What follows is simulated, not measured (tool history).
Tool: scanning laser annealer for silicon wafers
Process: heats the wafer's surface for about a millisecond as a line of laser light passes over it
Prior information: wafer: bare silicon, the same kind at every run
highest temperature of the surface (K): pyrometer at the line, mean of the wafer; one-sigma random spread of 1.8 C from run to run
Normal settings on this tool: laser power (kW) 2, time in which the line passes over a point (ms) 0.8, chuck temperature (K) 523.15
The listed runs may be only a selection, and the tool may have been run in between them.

| run | day | laser power (kW) | time in which the line passes over a point (ms) | chuck temperature (K) | highest temperature of the surface (K) |
|---|---|---|---|---|---|
| 1 | 0 | 2 | 0.8 | 523.15 | 1218.15 |
| 2 | 0.425 | 2 | 0.8 | 523.15 | 1217.15 |
| 3 | 0.742 | 1.891 | 0.8 | 523.15 | 1175.15 |
| 4 | 0.979 | 1.891 | 0.8 | 523.15 | 1175.15 |
| 5 | 1.292 | 1.891 | 0.8 | 523.15 | 1177.15 |
| 6 | 1.583 | 1.891 | 0.8 | 523.15 | 1173.15 |
| 7 | 2.008 | 2.018 | 0.8 | 523.15 | 1222.15 |
| 8 | 2.229 | 2 | 0.8 | 523.15 | 1214.15 |
| 9 | 2.675 | 2 | 0.681 | 523.15 | 1160.15 |
| 10 | 3.075 | 2 | 0.8 | 529.15 | 1220.15 |
| 11 | 3.571 | 2 | 0.8 | 529.15 | 1214.15 |
| 12 | 3.804 | 2 | 0.8 | 529.15 | 1217.15 |
| 13 | 4.296 | 2 | 0.8 | 529.15 | 1217.15 |
| 14 | 4.662 | 2.014 | 0.832 | 563.15 | 1268.15 |
| 15 | 4.971 | 2.056 | 0.609 | 498.15 | 1121.15 |
| 16 | 5.217 | 2.056 | 0.609 | 498.15 | 1118.15 |
| 17 | 5.675 | 2 | 0.728 | 537.15 | 1189.15 |
| 18 | 5.946 | 1.737 | 0.599 | 510.15 | 1028.15 |
| 19 | 6.367 | 1.921 | 0.909 | 550.15 | 1246.15 |
| 20 | 6.888 | 2.141 | 0.833 | 498.15 | 1244.15 |
| 21 | 7.2 | 1.886 | 0.628 | 509.15 | 1080.15 |
| 22 | 7.438 | 1.804 | 0.606 | 498.15 | 1034.15 |
| 23 | 7.938 | 2.161 | 0.8 | 487.15 | 1224.15 |
| 24 | 8.221 | 2.161 | 0.8 | 487.15 | 1227.15 |
| 25 | 8.671 | 2.161 | 0.8 | 487.15 | 1222.15 |

Some steps in highest temperature of the surface (K) between neighbouring runs. How much of each would the tool show without its hidden state too (settings, what came in, random variation), and how much is left for the hidden state, with any gauge scatter that isn't in both results?
Hidden state at play: light that passes the window, % of a clean one's; laser's true power over the reading, %; width of the line over the set one, %; drift of the gauge itself on peak_c, C.
Run 18 -> 19: laser power (kW) 1.737 -> 1.921, time in which the line passes over a point (ms) 0.599 -> 0.909, chuck temperature (K) 510.15 -> 550.15. highest temperature of the surface (K) +218: hidden state -15, all else +233.
Run 22 -> 23: laser power (kW) 1.804 -> 2.161, time in which the line passes over a point (ms) 0.606 -> 0.8, chuck temperature (K) 498.15 -> 487.15. highest temperature of the surface (K) +190: hidden state -17, all else +207.
